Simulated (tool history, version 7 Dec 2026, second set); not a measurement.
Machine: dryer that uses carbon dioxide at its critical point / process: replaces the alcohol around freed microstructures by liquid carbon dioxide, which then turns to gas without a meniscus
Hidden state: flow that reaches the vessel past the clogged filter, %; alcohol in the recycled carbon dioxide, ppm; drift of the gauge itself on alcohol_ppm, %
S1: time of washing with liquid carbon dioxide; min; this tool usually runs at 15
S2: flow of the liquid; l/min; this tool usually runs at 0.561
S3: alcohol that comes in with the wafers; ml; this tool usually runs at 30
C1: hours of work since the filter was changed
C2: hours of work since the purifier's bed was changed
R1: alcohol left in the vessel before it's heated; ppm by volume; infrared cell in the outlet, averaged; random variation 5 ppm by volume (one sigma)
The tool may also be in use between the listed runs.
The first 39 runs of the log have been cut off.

run 40 hour=636.2 | S1=19 S2=0.561 S3=69 | C1=271 C2=778 | R1=52
run 41 hour=647.3 | S1=12 S2=0.842 S3=69 | C1=279 C2=786 | R1=57
run 42 hour=661.3 | S1=13 S2=0.392 S3=48 | C1=290 C2=797 | R1=1360
run 43 hour=680.5 | S1=20 S2=0.561 S3=69 | C1=304 C2=811 | R1=51
-- hour=686.6 inlet filter changed
run 44 hour=700.2 | S1=10 S2=0.743 S3=30 | C1=10 C2=824 | R1=107
run 45 hour=718.6 | S1=15 S2=0.561 S3=91 | C1=23 C2=838 | R1=160
run 46 hour=735 | S1=16 S2=0.348 S3=23 | C1=35 C2=850 | R1=370
run 47 hour=748.6 | S1=23 S2=0.754 S3=63 | C1=45 C2=860 | R1=40

Predict each of these 3 candidate next runs independently; none follows another, all start after run 47:
run A hour=771.8 | S1=19 S2=0.733 S3=101 | C1=62 C2=877 | R1=?
run B hour=771.8 | S1=15 S2=0.561 S3=64 | C1=62 C2=877 | R1=?
run C hour=771.8 | S1=23 S2=0.754 S3=72 | C1=62 C2=877 | R1=?

run=A R1=32
run=B R1=119
run=C R1=36
Without the tool's unlogged condition, the same runs would have read:
run=A R1=4
run=B R1=78
run=C R1=9
